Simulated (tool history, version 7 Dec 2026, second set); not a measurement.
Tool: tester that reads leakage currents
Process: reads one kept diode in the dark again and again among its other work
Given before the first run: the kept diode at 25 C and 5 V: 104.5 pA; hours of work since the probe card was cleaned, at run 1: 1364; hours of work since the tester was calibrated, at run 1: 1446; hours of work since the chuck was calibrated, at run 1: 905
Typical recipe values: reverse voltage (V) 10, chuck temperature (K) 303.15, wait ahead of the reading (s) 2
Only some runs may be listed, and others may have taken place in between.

run     day  reverse voltage (V)  chuck temperature (K)  wait ahead of the reading (s)  hours of work since the probe card was cleaned  hours of work since the tester was calibrated  hours of work since the chuck was calibrated  current that the tester gives (pA)
  1       0                   10                 303.15                              2                                            1364                                           1446                                           905                               218.7
  2   2.842                   10                 303.15                              2                                            1396                                           1478                                           937                              218.02
  3   5.383                  1.4                 303.15                              2                                            1426                                           1507                                           966                               67.93
  4   8.438                  1.4                 303.15                              2                                            1460                                           1542                                          1001                               67.71
  5  10.638                  1.4                 303.15                              2                                            1486                                           1567                                          1026                               67.28
  6  14.538                  1.4                 303.15                              2                                            1530                                           1612                                          1071                               67.03
  7  16.512                  1.4                 303.15                              2                                            1553                                           1634                                          1094                               67.09
     18.954  -- chuck's temperature calibrated
  8  19.562                   10                 303.15                           4.44                                            1587                                           1668                                             7                              250.33
  9  23.258                   10                 303.15                           4.46                                            1629                                           1710                                            49                              248.79
 10  26.742                   10                 303.15                              2                                            1669                                           1750                                            89                              248.03
 11  29.392                   10                 303.15                              2                                            1699                                           1781                                           119                              248.86
 12  31.321                  6.6                 303.15                              2                                            1721                                           1803                                           141                              192.97
 13  33.283                 12.2                 326.15                              2                                            1743                                           1825                                           164                             1537.21
 14  35.167                  2.4                 299.15                           1.23                                            1765                                           1847                                           185                               76.51
 15  38.775                  2.4                 299.15                           1.23                                            1806                                           1888                                           226                               76.06
 16  41.583                  1.2                 295.15                            6.6                                            1838                                           1920                                           259                               35.82
 17  43.512                  1.2                 297.15                           0.45                                            1860                                           1942                                           281                               43.11
 18  46.554                  1.2                 297.15                           0.45                                            1895                                           1977                                           315                                42.7
 19  50.125                  8.6                 306.15                           6.25                                            1936                                           2017                                           356                              276.83
 20  53.183                 14.2                 313.15                           0.33                                            1971                                           2052                                           391                              641.25
 21  55.858                  3.2                 300.15                           1.26                                            2001                                           2083                                           422                               95.33
 22  59.438                  5.7                 315.15                           0.49                                            2042                                           2124                                           463                              428.35
 23  61.692                 18.3                 303.15                           1.89                                            2068                                           2150                                           488                              344.72

Below are 5 alternative next runs, each starting from the tool's condition after run 23. Predict each:
  A  65.112                  9.7                 318.15                           0.76                                            2107                                           2189                                           527                                   ?
  B  65.112                   10                 303.15                           1.92                                            2107                                           2189                                           527                                   ?
  C  65.112                  4.3                 293.15                           2.08                                            2107                                           2189                                           527                                   ?
  D  65.112                  1.7                 303.15                           9.98                                            2107                                           2189                                           527                                   ?
  E  65.112                  6.4                 303.15                           0.49                                            2107                                           2189                                           527                                   ?

run  current that the tester gives (pA)
  A                              719.67
  B                              236.08
  C                               65.18
  D                               81.13
  E                              182.93
Without the tool's unlogged condition, the same runs would have read:
run  current that the tester gives (pA)
  A                              762.55
  B                              237.87
  C                               62.78
  D                               85.43
  E                               186.9
